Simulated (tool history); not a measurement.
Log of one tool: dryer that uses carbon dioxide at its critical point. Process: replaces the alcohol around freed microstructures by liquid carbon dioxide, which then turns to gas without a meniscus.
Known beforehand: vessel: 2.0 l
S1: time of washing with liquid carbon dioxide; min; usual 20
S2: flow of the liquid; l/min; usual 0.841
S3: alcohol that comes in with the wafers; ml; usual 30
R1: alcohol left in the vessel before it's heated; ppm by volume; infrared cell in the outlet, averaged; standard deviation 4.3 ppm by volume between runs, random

| run | hour | S1 | S2 | S3 | R1 |
|---|---|---|---|---|---|
| 1 | 0 | 20 | 0.841 | 30 | 60 |
| 2 | 17 | 20 | 0.841 | 30 | 58 |
| 3 | 36.1 | 20 | 0.841 | 30 | 62 |
| 4 | 50.2 | 20 | 0.841 | 30 | 69 |
| 5 | 68.2 | 17 | 0.841 | 30 | 101 |
| 6 | 90.1 | 17 | 0.841 | 30 | 96 |
| 7 | 104.7 | 20 | 0.841 | 30 | 73 |
| 8 | 126.3 | 20 | 0.841 | 30 | 63 |
| 9 | 150.1 | 20 | 0.841 | 30 | 63 |
| 10 | 171.3 | 20 | 0.841 | 30 | 76 |
| 11 | 187.2 | 20 | 0.841 | 30 | 80 |
| 12 | 198.6 | 20 | 0.841 | 30 | 77 |
| 13 | 209.4 | 20 | 0.841 | 92 | 120 |
| 14 | 230.3 | 20 | 0.841 | 92 | 123 |
| 15 | 248.8 | 20 | 0.841 | 92 | 125 |
| 16 | 263.6 | 14 | 0.741 | 92 | 879 |
|  | 266.4 | inlet filter changed |
| 17 | 278.7 | 14 | 0.796 | 30 | 215 |
| 18 | 291.9 | 14 | 0.796 | 30 | 225 |
| 19 | 310.5 | 14 | 0.796 | 30 | 234 |
| 20 | 323.6 | 18 | 1.114 | 42 | 67 |
| 21 | 336.1 | 19 | 0.761 | 115 | 224 |
| 22 | 349.5 | 19 | 0.761 | 115 | 231 |
| 23 | 359.6 | 19 | 0.761 | 115 | 236 |
| 24 | 369.3 | 20 | 0.584 | 30 | 196 |
| 25 | 391.5 | 25 | 0.615 | 30 | 98 |
| 26 | 410.4 | 25 | 0.615 | 30 | 103 |
| 27 | 430.5 | 23 | 1.067 | 30 | 60 |
| 28 | 448.4 | 23 | 1.067 | 91 | 75 |
| 29 | 469.2 | 23 | 1.067 | 91 | 76 |
| 30 | 487.6 | 20 | 0.841 | 68 | 117 |

Subtracting, for every run, the result it would have given without the tool's unlogged condition from the measured result gives the following. The same run-to-run variation enters both numbers; the gauge's scatter may not:
The hidden state here: flow that reaches the vessel past the clogged filter, %; alcohol in the recycled carbon dioxide, ppm; drift of the gauge itself on alcohol_ppm, %.
| run | R1 |
|---|---|
| 1 | +42 |
| 2 | +43 |
| 3 | +44 |
| 4 | +45 |
| 5 | +52 |
| 6 | +53 |
| 7 | +49 |
| 8 | +50 |
| 9 | +52 |
| 10 | +53 |
| 11 | +56 |
| 12 | +55 |
| 13 | +67 |
| 14 | +69 |
| 15 | +71 |
| 16 | +207 |
| 17 | +56 |
| 18 | +57 |
| 19 | +61 |
| 20 | +56 |
| 21 | +63 |
| 22 | +67 |
| 23 | +69 |
| 24 | +64 |
| 25 | +64 |
| 26 | +64 |
| 27 | +60 |
| 28 | +64 |
| 29 | +64 |
| 30 | +69 |
